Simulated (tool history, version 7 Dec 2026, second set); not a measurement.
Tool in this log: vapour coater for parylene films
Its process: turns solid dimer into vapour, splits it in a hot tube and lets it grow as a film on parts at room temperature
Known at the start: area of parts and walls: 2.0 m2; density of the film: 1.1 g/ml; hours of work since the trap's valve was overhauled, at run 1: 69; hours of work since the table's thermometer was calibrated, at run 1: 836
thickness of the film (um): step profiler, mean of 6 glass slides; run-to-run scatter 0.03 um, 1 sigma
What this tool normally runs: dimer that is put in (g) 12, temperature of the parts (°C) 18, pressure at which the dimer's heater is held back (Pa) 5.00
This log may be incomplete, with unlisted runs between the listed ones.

| run | hour | dimer that is put in (g) | temperature of the parts (°C) | pressure at which the dimer's heater is held back (Pa) | hours of work since the trap's valve was overhauled | hours of work since the table's thermometer was calibrated | thickness of the film (um) |
|---|---|---|---|---|---|---|---|
| 1 | 0.0 | 12 | 18 | 5.00 | 69 | 836 | 2.55 |
| 2 | 18.7 | 12 | 18 | 5.00 | 85 | 852 | 2.59 |
| 3 | 40.5 | 21 | 18 | 5.00 | 104 | 871 | 4.34 |
|  | 60.3 | table's thermometer calibrated |
| 4 | 60.6 | 21 | 18 | 5.00 | 121 | 0 | 4.22 |
| 5 | 87.6 | 21 | 18 | 5.00 | 144 | 24 | 4.23 |
| 6 | 101.8 | 21 | 18 | 5.00 | 157 | 36 | 4.24 |
| 7 | 116.1 | 21 | 18 | 5.00 | 169 | 49 | 4.23 |
|  | 121.0 | table's thermometer calibrated, once more |
| 8 | 135.3 | 21 | 18 | 5.00 | 185 | 12 | 4.43 |
| 9 | 150.7 | 21 | 18 | 5.00 | 199 | 26 | 4.44 |
| 10 | 171.7 | 10 | 18 | 5.00 | 217 | 44 | 2.08 |
| 11 | 200.1 | 12 | 18 | 5.00 | 242 | 69 | 2.46 |
| 12 | 216.2 | 5 | 18 | 5.00 | 256 | 83 | 1.06 |
|  | 232.5 | trap's valve overhauled |
| 13 | 244.3 | 5 | 18 | 5.00 | 10 | 104 | 1.11 |
| 14 | 261.4 | 9 | 27 | 5.44 | 25 | 119 | 1.43 |
| 15 | 289.0 | 11 | 18 | 2.85 | 50 | 144 | 2.82 |
| 16 | 315.3 | 12 | 26 | 3.92 | 73 | 167 | 2.07 |
| 17 | 342.0 | 19 | 29 | 7.94 | 96 | 190 | 2.49 |
| 18 | 361.4 | 13 | 11 | 4.81 | 113 | 207 | 3.70 |
| 19 | 373.4 | 6 | 18 | 5.00 | 123 | 217 | 1.30 |
| 20 | 400.8 | 9 | 16 | 5.00 | 147 | 241 | 2.05 |
| 21 | 425.0 | 8 | 18 | 5.00 | 169 | 263 | 1.66 |
| 22 | 446.7 | 8 | 18 | 5.00 | 187 | 281 | 1.64 |
| 23 | 474.4 | 10 | 18 | 3.48 | 212 | 306 | 2.22 |
| 24 | 497.6 | 10 | 21 | 2.39 | 232 | 326 | 2.14 |
| 25 | 520.0 | 13 | 19 | 11.30 | 252 | 346 | 2.14 |
|  | 540.8 | trap's valve overhauled |
| 26 | 549.2 | 13 | 19 | 11.30 | 7 | 368 | 2.35 |

Alternative continuations, all from the tool just after run 26; predict every row:
| A | 570.3 | 12 | 18 | 2.34 | 26 | 386 | ? |
| B | 570.3 | 5 | 17 | 5.72 | 26 | 386 | ? |
| C | 570.3 | 13 | 19 | 7.16 | 26 | 386 | ? |
| D | 570.3 | 21 | 19 | 11.30 | 26 | 386 | ? |

| run | thickness of the film (um) |
|---|---|
| A | 3.15 |
| B | 1.11 |
| C | 2.58 |
| D | 3.85 |
Stripped of hidden state, with their random variation kept, the same runs would have yielded:
| run | thickness of the film (um) |
|---|---|
| A | 3.27 |
| B | 1.15 |
| C | 2.68 |
| D | 4.00 |
